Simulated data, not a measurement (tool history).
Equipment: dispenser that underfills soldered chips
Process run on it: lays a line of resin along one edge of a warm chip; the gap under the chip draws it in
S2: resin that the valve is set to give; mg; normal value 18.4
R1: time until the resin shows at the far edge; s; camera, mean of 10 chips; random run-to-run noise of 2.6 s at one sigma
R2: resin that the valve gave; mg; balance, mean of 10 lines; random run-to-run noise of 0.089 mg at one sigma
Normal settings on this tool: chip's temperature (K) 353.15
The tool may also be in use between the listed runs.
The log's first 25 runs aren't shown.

run 26 hour=91.4 | chip's_temperature_(K)=367.15 S2=21.7 | R1=195.6 R2=21.25
-- hour=93.9 new syringe of resin
run 27 hour=95.8 | chip's_temperature_(K)=364.15 S2=15.9 | R1=175.7 R2=15.69
run 28 hour=99.7 | chip's_temperature_(K)=364.15 S2=21.3 | R1=201.3 R2=21.03
run 29 hour=102.7 | chip's_temperature_(K)=364.15 S2=21.3 | R1=217.5 R2=20.85
-- hour=105.6 new syringe of resin
run 30 hour=107.3 | chip's_temperature_(K)=364.15 S2=21.3 | R1=164.6 R2=20.93
run 31 hour=111.3 | chip's_temperature_(K)=351.15 S2=23.3 | R1=355.3 R2=22.83
run 32 hour=113.5 | chip's_temperature_(K)=362.15 S2=18.4 | R1=237.2 R2=17.89
-- hour=117.3 new syringe of resin
run 33 hour=118.1 | chip's_temperature_(K)=362.15 S2=18.4 | R1=170.7 R2=17.94
run 34 hour=120.7 | chip's_temperature_(K)=344.15 S2=21.5 | R1=464.6 R2=20.9
run 35 hour=124.4 | chip's_temperature_(K)=361.15 S2=22.2 | R1=238.2 R2=21.67
-- hour=129.1 new syringe of resin
run 36 hour=129.2 | chip's_temperature_(K)=361.15 S2=22.2 | R1=181.7 R2=21.4

What if the next run were any one of these 4? Each begins from the tool's condition after run 36:
run A hour=131.6 | chip's_temperature_(K)=348.15 S2=15.9 | R1=? R2=?
run B hour=131.6 | chip's_temperature_(K)=344.15 S2=19.8 | R1=? R2=?
run C hour=131.6 | chip's_temperature_(K)=353.15 S2=23.5 | R1=? R2=?
run D hour=131.6 | chip's_temperature_(K)=358.15 S2=16 | R1=? R2=?

run=A R1=400 R2=15.4
run=B R1=458.1 R2=18.98
run=C R1=289.3 R2=22.66
run=D R1=241 R2=15.53
Take away the tool's hidden state, keep each run's random variation, and the runs would have read:
run=A R1=343.9 R2=15.93
run=B R1=396.3 R2=19.63
run=C R1=251.2 R2=23.43
run=D R1=207.6 R2=16.06
